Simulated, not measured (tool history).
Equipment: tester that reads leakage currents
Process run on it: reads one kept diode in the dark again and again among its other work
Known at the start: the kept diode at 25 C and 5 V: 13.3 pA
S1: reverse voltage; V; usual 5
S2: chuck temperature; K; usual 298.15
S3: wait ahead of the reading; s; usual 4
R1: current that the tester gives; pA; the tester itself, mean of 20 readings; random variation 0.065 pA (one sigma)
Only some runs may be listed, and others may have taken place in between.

run      day    S1      S2    S3      R1
  1        0     5  298.15     4   13.69
       3.933  -- chuck's temperature calibrated
  2    3.933     5  298.15     4   13.74
  3   10.525     5  298.15     4   13.75
  4   16.221     5  298.15     4   13.79
  5   21.275     5  298.15  0.87   14.95
      25.446  -- probe card cleaned and baked
  6   29.292  4.64  298.15     4   13.15
  7   35.512  4.64  303.15     4   20.79
  8   39.512  4.64  303.15     4   20.51
  9   47.154  4.64  303.15     4    20.5
 10   53.179  4.64  303.15     4    20.5
 11   59.854  4.64  303.15     4   20.63
 12   65.867  4.64  303.15     4    20.5
 13   70.546  4.64  303.15     4   20.48
 14   75.946  4.64  303.15     4   20.68
 15   83.567     5  301.15  1.22   18.63
 16   87.996   5.6  312.15  2.05   50.56
 17   93.062   5.6  312.15  2.05   50.44
 18   99.242   5.6  323.15  2.05  123.96
 19  102.788  1.11  323.15  2.05   47.15
 20  107.858  2.01  298.15  2.05    7.99
 21   114.95  1.25  300.15  1.78    7.21
 22  121.338  1.25  300.15  1.78     7.2

The next listed run, before its measurement:
 23  124.892  6.47  296.15  0.32   ?

For run 23 the tool returned R1 17.93 pA.
Minus the tool's unlogged condition, the same run would have read R1 17.92 pA.

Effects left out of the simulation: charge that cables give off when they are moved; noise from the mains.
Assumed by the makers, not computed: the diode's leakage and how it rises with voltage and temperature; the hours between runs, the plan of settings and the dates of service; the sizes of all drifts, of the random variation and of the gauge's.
